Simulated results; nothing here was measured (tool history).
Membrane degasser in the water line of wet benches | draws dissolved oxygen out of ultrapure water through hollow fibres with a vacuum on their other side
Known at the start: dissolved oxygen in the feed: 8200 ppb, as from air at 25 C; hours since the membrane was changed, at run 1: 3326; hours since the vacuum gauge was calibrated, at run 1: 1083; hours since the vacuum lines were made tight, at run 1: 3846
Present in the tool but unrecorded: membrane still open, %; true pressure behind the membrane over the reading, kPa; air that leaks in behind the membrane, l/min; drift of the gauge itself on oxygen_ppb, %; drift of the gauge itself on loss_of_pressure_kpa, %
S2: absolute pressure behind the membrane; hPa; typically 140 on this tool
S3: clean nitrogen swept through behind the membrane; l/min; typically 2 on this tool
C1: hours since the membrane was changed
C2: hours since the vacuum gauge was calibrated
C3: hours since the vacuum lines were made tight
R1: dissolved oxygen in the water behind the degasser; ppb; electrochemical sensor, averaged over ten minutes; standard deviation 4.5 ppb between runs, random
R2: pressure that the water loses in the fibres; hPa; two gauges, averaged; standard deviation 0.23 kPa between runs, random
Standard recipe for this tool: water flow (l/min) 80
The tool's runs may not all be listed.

Run 1, day 0: usual settings; C1 3326; C2 1083; C3 3846. Result: R1 839.6 ppb, R2 568.8 hPa.
Run 2, day 5.283: usual settings but water flow (l/min) 72; C1 3453; C2 1210; C3 3973. Result: R1 757.9 ppb, R2 513.3 hPa.
Run 3, day 10.812: usual settings; C1 3586; C2 1342; C3 4106. Result: R1 845.7 ppb, R2 566.5 hPa.
Run 4, day 15.988: usual settings; C1 3710; C2 1467; C3 4230. Result: R1 837.2 ppb, R2 571.1 hPa.
Run 5, day 19.608: usual settings; C1 3797; C2 1553; C3 4317. Result: R1 848.8 ppb, R2 561.7 hPa.
Run 6, day 23.592: usual settings; C1 3892; C2 1649; C3 4413. Result: R1 847.5 ppb, R2 569.8 hPa.
Run 7, day 26.771: usual settings; C1 3969; C2 1725; C3 4489. Result: R1 844.9 ppb, R2 570.2 hPa.
Run 8, day 30.746: usual settings; C1 4064; C2 1821; C3 4584. Result: R1 853.9 ppb, R2 573.1 hPa.
Run 9, day 33.533: usual settings; C1 4131; C2 1888; C3 4651. Result: R1 851.7 ppb, R2 565.7 hPa.
Run 10, day 36.838: usual settings; C1 4210; C2 1967; C3 4731. Result: R1 852.4 ppb, R2 568.8 hPa.
Run 11, day 40.454: usual settings; C1 4297; C2 2054; C3 4817. Result: R1 861.9 ppb, R2 569.4 hPa.
Run 12, day 44.454: usual settings; C1 4393; C2 2150; C3 4913. Result: R1 852.6 ppb, R2 564.7 hPa.
At day 45.333: gauge calibrated.
Run 13, day 48.517: usual settings; C1 4490; C2 2247; C3 5011. Result: R1 839.8 ppb, R2 562.1 hPa.
Run 14, day 53.708: usual settings; C1 4615; C2 2372; C3 5135. Result: R1 829.7 ppb, R2 568.7 hPa.
Run 15, day 57.658: usual settings; C1 4710; C2 2467; C3 5230. Result: R1 839.3 ppb, R2 569.9 hPa.
Run 16, day 60.146: usual settings; C1 4770; C2 2526; C3 5290. Result: R1 838.2 ppb, R2 568.1 hPa.
Run 17, day 65.642: usual settings but water flow (l/min) 66, S2 101 hPa; C1 4901; C2 2658; C3 5422. Result: R1 476.1 ppb, R2 470.9 hPa.
Run 18, day 68.5: usual settings but water flow (l/min) 49, S2 317 hPa, S3 3.9 l/min; C1 4970; C2 2727; C3 5490. Result: R1 772.6 ppb, R2 346.4 hPa.
Run 19, day 71.004: usual settings but water flow (l/min) 49, S2 317 hPa, S3 3.9 l/min; C1 5030; C2 2787; C3 5551. Result: R1 780.8 ppb, R2 348.3 hPa.
Run 20, day 75.154: usual settings but water flow (l/min) 49, S2 317 hPa, S3 3.9 l/min; C1 5130; C2 2887; C3 5650. Result: R1 786 ppb, R2 349.4 hPa.
Run 21, day 77.512: usual settings but water flow (l/min) 75, S3 3.22 l/min; C1 5186; C2 2943; C3 5707. Result: R1 559.3 ppb, R2 534.9 hPa.
Run 22, day 82.917: usual settings but water flow (l/min) 75, S3 3.22 l/min; C1 5316; C2 3073; C3 5836. Result: R1 562.3 ppb, R2 538.8 hPa.
Run 23, day 87.833: usual settings but water flow (l/min) 62, S2 311 hPa; C1 5434; C2 3191; C3 5955. Result: R1 1566.8 ppb, R2 444.8 hPa.
Run 24, day 91.892: usual settings but water flow (l/min) 70, S2 111 hPa, S3 3.67 l/min; C1 5531; C2 3288; C3 6052. Result: R1 359.6 ppb, R2 494.8 hPa.
Run 25, day 96.108: usual settings but S2 91 hPa, S3 1.1 l/min; C1 5633; C2 3390; C3 6153. Result: R1 754.7 ppb, R2 570 hPa.
Run 26, day 100.592: usual settings but S3 1.65 l/min; C1 5740; C2 3497; C3 6261. Result: R1 983.3 ppb, R2 570.8 hPa.
Run 27, day 104.329: usual settings but S2 283 hPa; C1 5830; C2 3587; C3 6350. Result: R1 1751.1 ppb, R2 565.1 hPa.
Run 28, day 107.783: usual settings but water flow (l/min) 75, S2 245 hPa, S3 1.26 l/min; C1 5913; C2 3670; C3 6433. Result: R1 1996 ppb, R2 531.1 hPa.
Run 29, day 112.4: usual settings but water flow (l/min) 128, S3 2.27 l/min; C1 6024; C2 3781; C3 6544. Result: R1 1259.9 ppb, R2 906.5 hPa.
Run 30, day 117.108: usual settings but water flow (l/min) 128, S3 2.27 l/min; C1 6137; C2 3894; C3 6657. Result: R1 1266.3 ppb, R2 906.6 hPa.
Run 31, day 122.579: usual settings but water flow (l/min) 120, S3 1.76 l/min; C1 6268; C2 4025; C3 6788. Result: R1 1380.8 ppb, R2 853.7 hPa.
Run 32, day 126.046: usual settings but S3 4.9 l/min; C1 6351; C2 4108; C3 6872. Result: R1 442.8 ppb, R2 567.9 hPa.

Hidden state at the last listed run before each entry between runs and at the first one after, where it differs:
Runs 12 to 13: gauge calibrated (day 45.333)
  drift of the gauge itself on oxygen_ppb, %: 2.81 -> 0.2
  difference, measured minus the result without the unlogged condition, R1: +23.4 -> +1.8 ppb
